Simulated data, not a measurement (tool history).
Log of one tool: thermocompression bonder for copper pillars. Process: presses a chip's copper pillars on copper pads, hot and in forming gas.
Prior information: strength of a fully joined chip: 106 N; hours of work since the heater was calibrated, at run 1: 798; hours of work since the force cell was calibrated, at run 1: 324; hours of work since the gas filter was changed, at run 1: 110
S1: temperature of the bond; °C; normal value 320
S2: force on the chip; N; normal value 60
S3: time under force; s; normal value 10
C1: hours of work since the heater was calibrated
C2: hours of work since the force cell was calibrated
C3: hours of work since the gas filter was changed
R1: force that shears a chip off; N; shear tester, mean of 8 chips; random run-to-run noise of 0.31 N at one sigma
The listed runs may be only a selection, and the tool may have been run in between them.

run,hour,S1,S2,S3,C1,C2,C3,R1
1,0,320,60,10,798,324,110,78
2,9.6,320,60,10,805,330,117,77.8
3,18.4,320,60,5,811,337,123,64.5
# hour 23.1: forming gas filter changed
4,27.5,320,60,5,817,343,3,64.7
5,38.5,320,66,5,825,350,11,67
6,47.8,320,55,10,831,357,17,76.2
7,57,320,60,27,838,363,24,93.8
8,67.7,320,60,27,845,371,31,93.5

Forecast run 9:
9,77.6,322,50,12,852,378,38,?

Run 9 came out at R1 78.6 N.
With no hidden state in the tool, this same run would have given R1 78.6 N.

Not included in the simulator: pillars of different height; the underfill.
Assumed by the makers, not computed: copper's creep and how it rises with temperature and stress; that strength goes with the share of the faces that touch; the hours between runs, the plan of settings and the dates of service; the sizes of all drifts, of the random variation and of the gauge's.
